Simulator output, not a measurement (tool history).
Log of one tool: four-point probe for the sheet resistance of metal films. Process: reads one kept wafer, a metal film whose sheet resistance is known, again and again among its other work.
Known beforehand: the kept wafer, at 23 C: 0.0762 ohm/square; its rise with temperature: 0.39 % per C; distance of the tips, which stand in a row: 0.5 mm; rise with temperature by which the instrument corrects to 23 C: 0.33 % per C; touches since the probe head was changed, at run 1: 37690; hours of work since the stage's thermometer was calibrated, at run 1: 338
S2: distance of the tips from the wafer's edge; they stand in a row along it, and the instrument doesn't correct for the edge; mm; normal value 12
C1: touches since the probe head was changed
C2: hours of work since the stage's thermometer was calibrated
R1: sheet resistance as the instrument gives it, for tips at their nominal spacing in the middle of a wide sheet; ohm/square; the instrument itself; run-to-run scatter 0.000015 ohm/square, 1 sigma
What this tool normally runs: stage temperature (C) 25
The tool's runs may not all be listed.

{"run": 1, "day": 0.0, "stage temperature (C)": 25, "S2": 12, "C1": 37690, "C2": 338, "R1": 0.077095}
{"run": 2, "day": 0.758, "stage temperature (C)": 25, "S2": 12, "C1": 38451, "C2": 347, "R1": 0.077103}
{"run": 3, "day": 1.292, "stage temperature (C)": 25, "S2": 12, "C1": 38990, "C2": 353, "R1": 0.077134}
{"run": 4, "day": 1.908, "stage temperature (C)": 25, "S2": 12, "C1": 39610, "C2": 360, "R1": 0.077116}
{"run": 5, "day": 2.546, "stage temperature (C)": 25, "S2": 10, "C1": 40248, "C2": 368, "R1": 0.077162}
{"run": 6, "day": 3.383, "stage temperature (C)": 25, "S2": 12, "C1": 41092, "C2": 378, "R1": 0.07714}
{"run": 7, "day": 3.912, "stage temperature (C)": 25, "S2": 12, "C1": 41623, "C2": 384, "R1": 0.077131}
{"run": 8, "day": 4.3, "stage temperature (C)": 25, "S2": 12, "C1": 42011, "C2": 388, "R1": 0.07716}
{"run": 9, "day": 5.092, "stage temperature (C)": 25, "S2": 12, "C1": 42807, "C2": 397, "R1": 0.077117}
{"run": 10, "day": 5.688, "stage temperature (C)": 25, "S2": 12, "C1": 43406, "C2": 404, "R1": 0.07714}
{"run": 11, "day": 6.488, "stage temperature (C)": 25, "S2": 25, "C1": 44213, "C2": 414, "R1": 0.077047}
{"run": 12, "day": 7.029, "stage temperature (C)": 25, "S2": 25, "C1": 44757, "C2": 420, "R1": 0.077087}
{"run": 13, "day": 7.488, "stage temperature (C)": 25, "S2": 25, "C1": 45215, "C2": 425, "R1": 0.077084}
{"run": 14, "day": 8.162, "stage temperature (C)": 29, "S2": 27, "C1": 45897, "C2": 433, "R1": 0.077253}
{"run": 15, "day": 8.679, "stage temperature (C)": 26, "S2": 5, "C1": 46415, "C2": 439, "R1": 0.077563}
{"run": 16, "day": 9.25, "stage temperature (C)": 19, "S2": 25, "C1": 46987, "C2": 446, "R1": 0.076821}

Run 17 has not been measured yet. What should we expect?
{"run": 17, "day": 10.129, "stage temperature (C)": 19, "S2": 25, "C1": 47873, "C2": 456, "R1": "?"}

R1: 0.076851 ohm/square
Were there no unlogged condition in the tool, this run, its random variation unchanged, would have produced R1 0.076048 ohm/square.
